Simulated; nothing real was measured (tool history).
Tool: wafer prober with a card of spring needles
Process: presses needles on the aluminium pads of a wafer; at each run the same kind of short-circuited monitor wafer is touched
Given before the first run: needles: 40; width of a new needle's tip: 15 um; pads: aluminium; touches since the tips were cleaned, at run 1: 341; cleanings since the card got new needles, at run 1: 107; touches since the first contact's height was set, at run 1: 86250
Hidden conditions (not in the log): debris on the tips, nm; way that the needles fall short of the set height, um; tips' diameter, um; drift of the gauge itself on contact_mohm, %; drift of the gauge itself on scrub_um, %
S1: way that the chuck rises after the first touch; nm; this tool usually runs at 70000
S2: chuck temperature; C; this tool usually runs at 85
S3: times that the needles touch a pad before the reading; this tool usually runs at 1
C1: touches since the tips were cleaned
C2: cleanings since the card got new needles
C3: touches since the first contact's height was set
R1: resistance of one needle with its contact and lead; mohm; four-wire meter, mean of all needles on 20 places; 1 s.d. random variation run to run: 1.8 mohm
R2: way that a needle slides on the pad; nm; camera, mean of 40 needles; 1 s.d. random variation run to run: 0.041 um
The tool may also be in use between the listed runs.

run     day     S1   S2  S3    C1   C2      C3   R1     R2
  1       0  70000   85   1   341  107   86250  182  11580
      0.767  -- tips cleaned on abrasive film
  2   1.325  70000   85   1  3501  108   94542  184  11600
      1.508  -- tips cleaned on abrasive film
      2.338  -- tips cleaned on abrasive film
  3   2.771  70000   77   1  2708  110  103543  182  11600
      3.054  -- tips cleaned on abrasive film
      3.867  -- tips cleaned on abrasive film
      4.683  -- tips cleaned on abrasive film
  4   5.117  70000   27   1  2723  113  118169  171  11610
      5.538  -- tips cleaned on abrasive film
      6.367  -- tips cleaned on abrasive film
  5   6.367  69000   27   1     0  115  125940  171  11420
      7.217  -- tips cleaned on abrasive film
  6   7.638  69000   27   1  2625  116  133885  170  11450
      7.971  -- tips cleaned on abrasive film
      8.779  -- tips cleaned on abrasive film
  7   8.967  70000   85   1  1181  118  142167  185  11620
       9.65  -- tips cleaned on abrasive film
     10.458  -- tips cleaned on abrasive film
  8  10.567  70000   85   1   679  120  152154  184  11560
     11.304  -- tips cleaned on abrasive film
     11.317  -- height of the first contact set anew
     12.071  -- tips cleaned on abrasive film
     12.792  -- tips cleaned on abrasive film
  9  12.792  70000   85   1     0  123    9196  182  11560
     13.542  -- tips cleaned on abrasive film
     14.275  -- tips cleaned on abrasive film
     15.033  -- tips cleaned on abrasive film
 10  15.033  70000   85   1     0  126   23165  183  11590
     15.842  -- tips cleaned on abrasive film
     16.579  -- tips cleaned on abrasive film
 11  16.579  70000   85   1     0  128   32804  182  11530
     17.404  -- tips cleaned on abrasive film
 12  18.054  70000   85   1  4063  129   42025  183  11510
     18.233  -- tips cleaned on abrasive film
     18.958  -- tips cleaned on abrasive film
     19.775  -- tips cleaned on abrasive film
 13  20.167  70000   85   1  2443  132   55180  181  11500
       20.5  -- tips cleaned on abrasive film
     21.212  -- tips cleaned on abrasive film
      22.05  -- tips cleaned on abrasive film
 14  22.271  70000   85   1  1394  135   68306  183  11610
     22.846  -- tips cleaned on abrasive film
       23.6  -- tips cleaned on abrasive film
 15  23.867  70000   85   1  1648  137   78239  184  11520
     24.362  -- tips cleaned on abrasive film
     25.179  -- tips cleaned on abrasive film
 16  25.267  70000   85   1   554  139   86976  183  11540
     26.054  -- tips cleaned on abrasive film
     26.771  -- tips cleaned on abrasive film
     27.629  -- tips cleaned on abrasive film
 17  27.654  66000   72   2   152  142  101863  182  10890
     28.475  -- tips cleaned on abrasive film
     29.279  -- tips cleaned on abrasive film
 18  29.371  66000   72   2   570  144  112564  181  10810
     30.038  -- tips cleaned on abrasive film
     30.804  -- tips cleaned on abrasive film
 19  31.267  60000   57   1  2902  146  124413  179   9770
     31.562  -- tips cleaned on abrasive film
     32.367  -- tips cleaned on abrasive film
 20  32.592  60000   57   1  1433  148  132667  181   9820
     33.088  -- tips cleaned on abrasive film
     33.817  -- tips cleaned on abrasive film
     34.667  -- tips cleaned on abrasive film
 21  34.821  55000  105   1   956  151  146544  191   8960
     35.492  -- tips cleaned on abrasive film
     36.304  -- tips cleaned on abrasive film
 22  36.325  70000   54   3   139  153  155922  177  11460
     36.496  -- height of the first contact set anew
     37.071  -- tips cleaned on abrasive film
     37.825  -- tips cleaned on abrasive film
 23  38.112  70000   71   3  1820  155   10076  179  11400
     38.575  -- tips cleaned on abrasive film
     39.388  -- tips cleaned on abrasive film
     40.192  -- tips cleaned on abrasive film
 24  40.483  56000   36   1  1823  158   24853  179   9150
     41.004  -- tips cleaned on abrasive film
 25  41.525  60000   85   1  3263  159   31359  187   9760
     41.883  -- tips cleaned on abrasive film
     42.704  -- tips cleaned on abrasive film
 26  42.938  60000   85   1  1471  161   40160  185   9760
     43.475  -- tips cleaned on abrasive film
     44.338  -- tips cleaned on abrasive film
 27  44.938  58000   85   2  3749  163   52637  184   9510
     45.117  -- tips cleaned on abrasive film
     45.938  -- tips cleaned on abrasive film
     46.708  -- tips cleaned on abrasive film
 28  46.817  58000   40   2   690  166   64351  178   9460

What if the next run were any one of these 4? Each begins from the tool's condition after run 28:
     47.462  -- tips cleaned on abrasive film
     48.208  -- tips cleaned on abrasive film
  A  48.208  84000  85   3   0  168  73014   ?   ?
     47.462  -- tips cleaned on abrasive film
     48.208  -- tips cleaned on abrasive film
  B  48.208  76000  85   2   0  168  73014   ?   ?
     47.462  -- tips cleaned on abrasive film
     48.208  -- tips cleaned on abrasive film
  C  48.208  80000  85   2   0  168  73014   ?   ?
     47.462  -- tips cleaned on abrasive film
     48.208  -- tips cleaned on abrasive film
  D  48.208  56000  85   1   0  168  73014   ?   ?

run   R1     R2
  A  181  13640
  B  185  12390
  C  185  13010
  D  183   9110
Take away the tool's hidden state, keep each run's random variation, and the runs would have read:
run   R1     R2
  A  181  13940
  B  185  12660
  C  185  13300
  D  183   9310
